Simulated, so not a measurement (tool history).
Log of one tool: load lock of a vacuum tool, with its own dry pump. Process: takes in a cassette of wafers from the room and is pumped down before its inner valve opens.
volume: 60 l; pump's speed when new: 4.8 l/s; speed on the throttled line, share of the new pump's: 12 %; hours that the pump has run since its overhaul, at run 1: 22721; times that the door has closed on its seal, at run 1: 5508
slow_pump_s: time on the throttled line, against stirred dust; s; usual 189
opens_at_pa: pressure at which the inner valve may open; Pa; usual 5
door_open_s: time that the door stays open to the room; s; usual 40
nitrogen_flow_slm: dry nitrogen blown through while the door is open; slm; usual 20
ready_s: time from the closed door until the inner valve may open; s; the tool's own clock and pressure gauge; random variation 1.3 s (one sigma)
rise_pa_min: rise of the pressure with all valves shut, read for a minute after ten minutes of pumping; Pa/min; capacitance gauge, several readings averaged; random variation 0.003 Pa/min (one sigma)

run,day,slow_pump_s,opens_at_pa,door_open_s,nitrogen_flow_slm,hours that the pump has run since its overhaul,times that the door has closed on its seal,"incoming humidity of the room's air, %",ready_s,rise_pa_min
1,0.000,189,5,40,20,22721,5508,45.0,292.8,0.030
2,2.562,189,5,40,20,22783,5598,43.6,291.9,0.026
3,6.362,189,5,40,11,22874,5732,43.4,291.9,0.030
4,8.404,189,5,40,11,22923,5803,45.2,290.5,0.034
5,12.962,189,5,40,22,23033,5964,45.2,290.9,0.026
6,15.762,189,5,126,20,23100,6062,44.7,290.6,0.053
7,19.592,189,5,126,20,23192,6197,44.8,291.9,0.058
8,24.079,189,5,126,20,23299,6354,50.3,292.6,0.067
9,26.567,189,5,40,20,23359,6442,45.5,289.6,0.026
10,29.029,104,5,75,34,23418,6528,42.2,215.0,0.032
11,32.208,294,5,75,22,23495,6640,43.5,382.7,0.040
12,35.888,189,6,40,20,23583,6769,45.5,289.2,0.032
13,39.475,143,6,40,20,23669,6895,44.9,248.5,0.029
14,43.779,189,5,40,12,23772,7047,45.6,293.0,0.031
15,48.683,264,5,45,32,23890,7219,43.7,358.0,0.026
16,51.021,264,5,45,32,23946,7301,42.2,357.3,0.016
17,53.679,264,5,45,32,24010,7394,45.6,360.0,0.031

Forecast each of these 3 alternatives for the next run:
A,57.521,264,5,51,32,24102,7529,45.9,?,?
B,57.521,136,5,45,32,24102,7529,43.1,?,?
C,57.521,264,5,138,32,24102,7529,43.4,?,?

run,ready_s,rise_pa_min
A,355.4,0.032
B,245.2,0.026
C,356.4,0.047
Without the tool's hidden state the same runs would have given:
run,ready_s,rise_pa_min
A,355.2,0.032
B,245.1,0.026
C,356.3,0.047
